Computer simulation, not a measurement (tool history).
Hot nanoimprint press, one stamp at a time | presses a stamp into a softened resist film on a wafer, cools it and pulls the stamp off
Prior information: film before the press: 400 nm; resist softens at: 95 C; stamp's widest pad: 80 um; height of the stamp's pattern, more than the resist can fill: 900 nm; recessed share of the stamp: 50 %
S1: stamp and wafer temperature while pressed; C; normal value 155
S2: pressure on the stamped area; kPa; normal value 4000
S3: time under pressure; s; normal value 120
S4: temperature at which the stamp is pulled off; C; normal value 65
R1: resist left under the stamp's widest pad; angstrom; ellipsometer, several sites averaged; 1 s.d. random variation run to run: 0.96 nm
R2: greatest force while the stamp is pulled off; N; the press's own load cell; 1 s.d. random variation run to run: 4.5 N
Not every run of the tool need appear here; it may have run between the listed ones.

run	hour	S1	S2	S3	S4	R1	R2
1	0.0	155	4000	120	65	2555	269
2	8.4	155	4000	120	65	2543	278
3	20.3	155	4000	120	65	2532	270
4	27.3	155	4260	120	65	2496	273
5	36.6	155	4000	60	65	3020	282
6	51.9	155	4000	100	65	2687	286
7	60.9	155	4000	238	65	2046	288
8	71.0	155	4000	238	65	2038	288
9	82.8	155	4000	120	71	2576	253
10	94.7	155	4000	120	65	2569	303
11	105.2	155	4000	120	65	2565	292
12	118.5	155	4000	120	65	2554	310
13	124.8	155	4000	120	65	2569	306
14	133.5	155	3110	120	65	2790	319
15	146.9	160	4000	120	65	2015	320
16	157.5	155	3420	92	65	2902	329
17	167.0	155	3420	92	65	2905	328
18	173.8	155	3420	92	65	2885	327
19	180.7	157	2630	105	51	2789	421
20	201.6	155	3820	62	67	3092	214
21	211.8	155	3820	62	67	3088	215
22	224.7	157	3820	88	52	2652	292
23	232.6	146	4000	208	65	3250	242
24	244.9	162	5570	208	65	1271	241
25	256.6	162	5570	208	65	1279	243
26	265.1	155	4000	82	66	2902	243
27	275.3	155	4000	82	66	2700	229
28	288.5	154	3120	120	63	2723	252
29	297.9	158	4000	81	66	2382	227
30	311.0	158	4000	81	66	2408	253

Put back what was entered between runs (2 entries, withheld): which listed runs does each sit between, and how does the hidden state differ from the listed run before to the listed run after?
Run 19 -> run 20: stamp cleaned and given a new release coat (hour 200.0)
  true temperature over the reading, C: -1.62 -> -1.65; pressure that arrives at the usual setting, %: 98.47 -> 98.4; grip of the stamp's worn release coat, % over a new coat's: 45.1 -> 0.2
  measured minus no-state result, R1: +182 -> +176 angstrom; R2: +138 -> +9 N
Run 26 -> run 27: plate thermocouple calibrated (hour 270.9)
  true temperature over the reading, C: -1.81 -> -0.02; pressure that arrives at the usual setting, %: 98.12 -> 98.08; grip of the stamp's worn release coat, % over a new coat's: 9 -> 10
  measured minus no-state result, R1: +213 -> +18 angstrom; R2: +29 -> +21 N

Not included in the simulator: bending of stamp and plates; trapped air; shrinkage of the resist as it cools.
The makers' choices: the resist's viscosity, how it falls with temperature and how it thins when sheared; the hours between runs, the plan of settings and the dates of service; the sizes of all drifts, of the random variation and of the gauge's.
